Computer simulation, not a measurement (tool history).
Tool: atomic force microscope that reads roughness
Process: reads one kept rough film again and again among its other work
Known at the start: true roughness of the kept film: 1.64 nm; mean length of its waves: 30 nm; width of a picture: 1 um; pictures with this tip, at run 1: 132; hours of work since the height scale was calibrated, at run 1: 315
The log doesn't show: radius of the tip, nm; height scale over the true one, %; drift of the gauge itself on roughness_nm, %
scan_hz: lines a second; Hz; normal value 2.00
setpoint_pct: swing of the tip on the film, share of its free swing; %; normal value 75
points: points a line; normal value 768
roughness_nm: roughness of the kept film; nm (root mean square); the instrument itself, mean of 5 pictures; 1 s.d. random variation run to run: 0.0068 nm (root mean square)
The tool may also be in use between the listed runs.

run	hour	scan_hz	setpoint_pct	points	pictures with this tip	hours of work since the height scale was calibrated	roughness_nm
1	0.0	2.00	75	768	132	315	1.324
2	9.4	2.00	75	293	145	322	1.284
3	19.6	2.00	75	293	159	329	1.294
4	27.0	2.00	75	293	170	334	1.292
5	32.9	2.00	75	293	178	338	1.283
6	41.4	2.00	75	768	190	344	1.291
7	52.4	2.00	75	477	206	351	1.281
8	62.6	2.00	75	768	220	358	1.271
9	70.6	2.00	75	768	231	364	1.271
10	79.3	2.00	75	768	243	370	1.278
11	89.3	0.59	75	768	257	377	1.362
12	94.7	2.00	75	768	265	381	1.255
13	106.7	2.00	75	768	282	389	1.248
# hour 119.0: new tip fitted
14	119.5	2.00	75	768	0	397	1.355
15	130.9	2.00	75	768	16	405	1.359
16	138.1	2.00	75	768	26	410	1.354
17	148.0	2.00	75	768	40	417	1.347

Run 18, settings as shown, results not yet in. Your forecast:
18	158.6	2.00	75	317	55	424	?

roughness_nm: 1.317 nm (root mean square)
Take away the tool's hidden state, keep the run-to-run variation as it was, and the same run would have given roughness_nm 1.339 nm (root mean square).
